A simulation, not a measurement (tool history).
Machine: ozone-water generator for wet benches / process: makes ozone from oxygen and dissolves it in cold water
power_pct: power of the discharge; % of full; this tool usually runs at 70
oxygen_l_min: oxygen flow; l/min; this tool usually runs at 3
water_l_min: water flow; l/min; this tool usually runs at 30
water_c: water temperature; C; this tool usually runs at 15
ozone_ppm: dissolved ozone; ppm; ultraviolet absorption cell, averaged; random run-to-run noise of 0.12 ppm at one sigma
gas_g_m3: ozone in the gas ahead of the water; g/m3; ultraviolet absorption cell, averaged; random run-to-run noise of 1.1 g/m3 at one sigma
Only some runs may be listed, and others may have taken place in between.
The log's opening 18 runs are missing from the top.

run   hour  power_pct  oxygen_l_min  water_l_min  water_c  hours of work since the electrodes were changed  hours of work since the contactor was cleaned  hours of work since the thermometer was calibrated  ozone_ppm  gas_g_m3
 19  398.5         61          4.55           39       15                                              319                                           3258                                                3397        9.3     149.2
 20  414.9         63          2.84           30       15                                              329                                           3268                                                3407       10.9     194.1
 21  447.8         68          2.84           30       12                                              350                                           3289                                                3428       11.6     205.2
     449.5  -- gauge calibrated
 22  465.7         68          2.84           30       12                                              361                                           3300                                                3439       11.8     200.2
 23  485.7         70           4.9           30       20                                              373                                           3312                                                3451       12.9       158
 24  502.2         60          2.25           26        9                                              383                                           3323                                                3461       11.7     202.5
 25  517.3         42          2.25           22        9                                              393                                           3332                                                3471       10.3     147.3
 26  542.2         70          2.13           30       15                                              408                                           3347                                                3486       10.8       234
 27  559.3         70          4.46           42       10                                              419                                           3358                                                3497       10.1     166.2
 28  589.5         70          4.46           42       10                                              438                                           3377                                                3516        9.6     166.4
 29  610.5         70          4.46           42       10                                              451                                           3390                                                3529        9.9     165.7
 30  636.8         70             3           19       19                                              467                                           3406                                                3545       17.6     200.9
 31  659.6         70             3           19       19                                              481                                           3420                                                3559       17.9     200.6
 32  677.5         70             3           30        9                                              492                                           3431                                                3570       12.3     202.9

Forecast each of these 4 alternatives for the next run:
  A  706.5         70          4.19           23       15                                              510                                           3449                                                3588          ?         ?
  B  706.5         70             3           30        9                                              510                                           3449                                                3588          ?         ?
  C  706.5         56          2.54           30       15                                              510                                           3449                                                3588          ?         ?
  D  706.5         70          3.32           18        9                                              510                                           3449                                                3588          ?         ?

run  ozone_ppm  gas_g_m3
  A       16.9     171.1
  B       12.4     203.2
  C        9.3       182
  D       21.3     192.4
The same runs, with their run-to-run variation unchanged, on a tool lacking any hidden condition would have given:
run  ozone_ppm  gas_g_m3
  A       16.9     168.4
  B       12.4       200
  C        9.3     179.1
  D       21.3     189.3

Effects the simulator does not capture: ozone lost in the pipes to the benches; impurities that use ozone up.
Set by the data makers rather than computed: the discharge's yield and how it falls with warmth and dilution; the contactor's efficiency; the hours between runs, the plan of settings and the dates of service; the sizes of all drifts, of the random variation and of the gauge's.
